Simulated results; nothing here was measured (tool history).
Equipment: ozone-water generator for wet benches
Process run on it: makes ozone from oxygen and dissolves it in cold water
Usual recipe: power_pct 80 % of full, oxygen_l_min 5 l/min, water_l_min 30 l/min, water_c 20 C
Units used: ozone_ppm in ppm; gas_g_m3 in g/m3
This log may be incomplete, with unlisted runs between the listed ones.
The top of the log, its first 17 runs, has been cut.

| run | hour | power_pct | oxygen_l_min | water_l_min | water_c | hours of work since the electrodes were changed | hours of work since the contactor was cleaned | hours of work since the thermometer was calibrated | ozone_ppm | gas_g_m3 |
|---|---|---|---|---|---|---|---|---|---|---|
| 18 | 847.3 | 42 | 5.07 | 24 | 20 | 2298 | 2662 | 4018 | 13.3 | 134.2 |
| 19 | 900.4 | 42 | 5.75 | 18 | 20 | 2334 | 2697 | 4053 | 17.2 | 125.6 |
| 20 | 962.3 | 47 | 6.68 | 45 | 20 | 2375 | 2739 | 4095 | 7.8 | 127.1 |
| 21 | 1041.4 | 57 | 3.45 | 30 | 14 | 2428 | 2792 | 4148 | 12.1 | 183.9 |
| 22 | 1122.8 | 57 | 3.45 | 30 | 14 | 2483 | 2846 | 4202 | 12.1 | 186.7 |
| 23 | 1206.2 | 56 | 5 | 30 | 20 | 2538 | 2902 | 4258 | 12.3 | 157.5 |
| 24 | 1245.9 | 55 | 6.51 | 19 | 24 | 2565 | 2928 | 4284 | 17.9 | 140.1 |
| 25 | 1295.7 | 49 | 4.82 | 35 | 15 | 2598 | 2962 | 4318 | 10.1 | 149.2 |
| 26 | 1365.6 | 90 | 8.59 | 21 | 15 | 2645 | 3008 | 4364 | 25.2 | 159.6 |
| 27 | 1420.2 | 90 | 8.59 | 21 | 15 | 2681 | 3045 | 4401 | 25.3 | 162.2 |
| 28 | 1502.1 | 88 | 3.45 | 30 | 21 | 2736 | 3100 | 4456 | 14 | 232.7 |
| 29 | 1552.3 | 43 | 5.58 | 30 | 24 | 2770 | 3133 | 4489 | 10.4 | 130.6 |
|  | 1577 | water thermometer calibrated |
| 30 | 1592.5 | 43 | 5.58 | 37 | 24 | 2796 | 3160 | 10 | 8.6 | 130.6 |
| 31 | 1644.2 | 43 | 5.58 | 37 | 24 | 2831 | 3194 | 45 | 8.8 | 129.6 |
| 32 | 1711.4 | 80 | 7.95 | 30 | 13 | 2876 | 3239 | 90 | 18 | 156.9 |

5 ways to go on from here, each from the tool as it stands after run 32. What would each give?
| A | 1789.7 | 80 | 3.72 | 21 | 18 | 2928 | 3292 | 142 | ? | ? |
| B | 1789.7 | 80 | 5 | 27 | 20 | 2928 | 3292 | 142 | ? | ? |
| C | 1789.7 | 60 | 5.14 | 30 | 12 | 2928 | 3292 | 142 | ? | ? |
| D | 1789.7 | 80 | 3.53 | 26 | 13 | 2928 | 3292 | 142 | ? | ? |
| E | 1789.7 | 70 | 7.95 | 32 | 13 | 2928 | 3292 | 142 | ? | ? |

| run | ozone_ppm | gas_g_m3 |
|---|---|---|
| A | 20.3 | 213.4 |
| B | 16.7 | 189.5 |
| C | 14.2 | 160.7 |
| D | 16.9 | 219.1 |
| E | 15.9 | 144.1 |
Take away the tool's hidden state, keep each run's random variation, and the runs would have read:
| run | ozone_ppm | gas_g_m3 |
|---|---|---|
| A | 21.4 | 221.5 |
| B | 17.7 | 196.7 |
| C | 15 | 165.9 |
| D | 17.9 | 227.5 |
| E | 16.8 | 149.2 |
